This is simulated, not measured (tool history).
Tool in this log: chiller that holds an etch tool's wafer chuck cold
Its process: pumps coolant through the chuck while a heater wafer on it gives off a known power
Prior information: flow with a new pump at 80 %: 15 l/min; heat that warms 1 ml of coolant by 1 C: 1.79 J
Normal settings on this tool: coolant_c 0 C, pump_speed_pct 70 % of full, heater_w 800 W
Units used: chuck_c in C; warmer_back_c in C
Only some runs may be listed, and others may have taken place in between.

run     day  coolant_c  pump_speed_pct  heater_w  chuck_c  warmer_back_c
  1       0          0              70       800      6.7           2.17
  2   1.158          0              70       800     6.55           2.16
  3   2.996          0              70       800     6.62           2.17
  4   5.138         -2              70       800     4.66           2.16
  5   6.262          0              70       800     6.64           2.15
  6   8.671          0              70       800     6.67           2.18
  7  10.646          4              70       800    10.71           2.15
  8  13.054          0              87       800     5.68           1.71
  9  14.479          0              87       800      5.7           1.73
 10  16.212          0              70       800     6.65           2.19
 11  18.558          0              70       800     6.74           2.17
 12  19.888          0              70       800      6.7           2.18
 13  21.171          0              70       800     6.67           2.21
 14  22.317          0              70       800     6.71           2.18
     22.567  -- chiller's thermometer calibrated
 15  23.338          0              70       800     6.65           2.18
 16  25.125          0              70       896     7.49           2.44
 17  26.608          9              68       428    12.55            1.2
 18  28.746          9              68       428    12.53           1.21
 19  31.096          7              95       460     9.93           0.92
     31.575  -- chiller's thermometer calibrated, once more
 20  33.462          7              95       460     10.2           0.92
 21  34.971         -2              74       647     3.37           1.66
 22  37.175         -2              74       647      3.3            1.7
 23   39.55         -2              74       647     3.39           1.67
 24  40.612         -6              89       518    -2.18            1.1
 25  42.058         -6              89       518     -2.3           1.12
 26  43.196         -8              77       730    -2.04           1.83
 27  45.012         -8              77       730    -2.07           1.82
 28  46.267         -6              91      1054     1.59           2.18
 29  48.508         -7              91       548    -3.14           1.16
 30  50.075          0              68       800     7.23           2.28
 31  51.467          6              64       718     12.7           2.18
 32  53.808          6              64       718    12.69           2.21

Here are 4 independent what-if runs from the current tool condition. What would each one return?
  A  56.15          1              95       444        ?              ?
  B  56.15         -9              96       800        ?              ?
  C  56.15          9              70       507        ?              ?
  D  56.15         -6              64       402        ?              ?

run  chuck_c  warmer_back_c
  A     4.06           0.87
  B    -3.66           1.58
  C    13.33           1.41
  D    -2.34           1.21
With the hidden condition removed and each run's random variation left untouched, the same runs would have given:
run  chuck_c  warmer_back_c
  A     3.81            0.8
  B    -4.16           1.47
  C    12.94            1.3
  D    -2.66           1.12
